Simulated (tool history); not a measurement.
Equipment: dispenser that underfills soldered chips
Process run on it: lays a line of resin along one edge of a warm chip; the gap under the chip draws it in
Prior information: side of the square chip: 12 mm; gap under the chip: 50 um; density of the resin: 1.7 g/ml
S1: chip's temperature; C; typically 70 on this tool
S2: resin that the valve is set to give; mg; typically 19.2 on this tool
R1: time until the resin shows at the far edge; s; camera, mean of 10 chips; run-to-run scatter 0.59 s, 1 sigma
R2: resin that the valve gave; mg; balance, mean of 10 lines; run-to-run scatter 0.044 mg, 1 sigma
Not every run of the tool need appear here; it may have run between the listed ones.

run    day  S1    S2     R1     R2
  1      0  70  19.2   69.2   19.1
  2  0.425  70  19.2  116.5  19.02
     0.483  -- new syringe of resin
  3  0.838  70  19.2   82.4  19.11
     1.146  -- new syringe of resin
  4  1.358  70  19.2     69  18.93
  5  1.662  70  19.2   99.2  18.83
     1.821  -- new syringe of resin
  6  2.054  70  19.2   71.2   18.9
     2.521  -- new syringe of resin
  7  2.592  70  19.2   59.2  18.75
  8  3.079  70  24.7  106.2  24.18
     3.196  -- new syringe of resin
  9  3.417  70  24.7     69  24.08
     3.858  -- new syringe of resin
 10  3.933  70  24.7   59.8   23.9
       4.1  -- dispensing valve cleaned and set on the balance
 11    4.4  82  19.2   54.8  19.25
     4.554  -- new syringe of resin
 12  4.967  70  19.2   89.8  19.03
     5.208  -- new syringe of resin
 13  5.408  70  19.2   71.9  18.97
     5.888  -- new syringe of resin
 14  5.933  76  23.5   41.4  23.21
 15  6.271  76  23.5   61.1  23.13
      6.55  -- new syringe of resin
 16  6.717  76  23.5   48.7  23.12
     7.217  -- new syringe of resin
 17  7.279  73  24.5   50.6  23.99
 18  7.825  73  24.5   98.1  23.85
     7.904  -- new syringe of resin
     8.242  -- dispensing valve cleaned and set on the balance
 19  8.288  73  24.5   71.6  24.47
     8.638  -- new syringe of resin
 20  8.796  58  21.1    128     21
 21  9.142  58  21.1    191  21.08
     9.292  -- new syringe of resin
 22  9.433  59  17.3  120.8  17.24
 23    9.7  59  21.3  162.8  21.15

Forecast each of these 3 alternatives for the next run:
     9.967  -- new syringe of resin
  A  10.1  62    18   ?   ?
     9.967  -- new syringe of resin
  B  10.1  79  16.8   ?   ?
     9.967  -- new syringe of resin
  C  10.1  76  17.2   ?   ?

run     R1     R2
  A  103.7  17.78
  B   43.3  16.62
  C   50.6  17.02
Without the tool's hidden state the same runs would have given:
run    R1     R2
  A  78.8  17.96
  B  33.2  16.79
  C  38.8   17.2
